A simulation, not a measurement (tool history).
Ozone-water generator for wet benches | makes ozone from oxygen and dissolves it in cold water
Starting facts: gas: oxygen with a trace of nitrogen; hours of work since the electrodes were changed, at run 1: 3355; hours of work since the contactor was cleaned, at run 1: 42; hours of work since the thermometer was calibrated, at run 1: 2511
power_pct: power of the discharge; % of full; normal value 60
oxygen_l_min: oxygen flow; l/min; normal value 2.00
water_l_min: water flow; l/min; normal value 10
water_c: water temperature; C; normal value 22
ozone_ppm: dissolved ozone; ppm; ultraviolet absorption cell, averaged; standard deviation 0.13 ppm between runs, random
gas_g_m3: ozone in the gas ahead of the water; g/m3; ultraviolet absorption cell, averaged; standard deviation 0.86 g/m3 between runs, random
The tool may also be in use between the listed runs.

run	hour	power_pct	oxygen_l_min	water_l_min	water_c	hours of work since the electrodes were changed	hours of work since the contactor was cleaned	hours of work since the thermometer was calibrated	ozone_ppm	gas_g_m3
1	0.0	60	2.00	10	22	3355	42	2511	11.6	127.7
2	81.9	60	2.00	10	22	3428	116	2584	11.9	127.7
3	193.4	60	2.00	14	22	3528	216	2684	8.7	127.5
4	302.5	60	2.00	14	24	3626	313	2782	8.5	126.8
5	380.1	60	2.00	10	22	3695	383	2852	11.8	126.1
6	480.5	60	2.76	10	22	3785	473	2942	12.2	108.8
7	577.3	60	2.76	10	22	3872	560	3028	12.3	111.5
8	690.3	41	2.00	10	26	3973	661	3129	8.0	92.5
9	790.9	60	2.50	10	14	4064	751	3220	13.2	114.3
10	859.2	77	1.90	10	29	4125	812	3281	12.3	155.1
11	960.7	82	1.68	12	29	4216	903	3372	11.1	171.2
12	1074.3	82	1.68	12	29	4318	1005	3474	10.7	169.9
13	1163.7	60	1.20	7	22	4398	1085	3554	13.8	151.7
14	1234.7	58	2.73	7	29	4461	1149	3617	13.2	108.3

Below are 3 alternative next runs, each starting from the tool's condition after run 14. Predict each:
A	1304.7	68	3.48	7	14	4524	1212	3680	?	?
B	1304.7	85	2.73	7	29	4524	1212	3680	?	?
C	1304.7	78	2.73	7	29	4524	1212	3680	?	?

run	ozone_ppm	gas_g_m3
A	19.6	108.3
B	17.2	143.9
C	16.2	135.6
Without the tool's hidden state the same runs would have given:
run	ozone_ppm	gas_g_m3
A	22.9	123.9
B	20.6	169.0
C	19.3	157.5

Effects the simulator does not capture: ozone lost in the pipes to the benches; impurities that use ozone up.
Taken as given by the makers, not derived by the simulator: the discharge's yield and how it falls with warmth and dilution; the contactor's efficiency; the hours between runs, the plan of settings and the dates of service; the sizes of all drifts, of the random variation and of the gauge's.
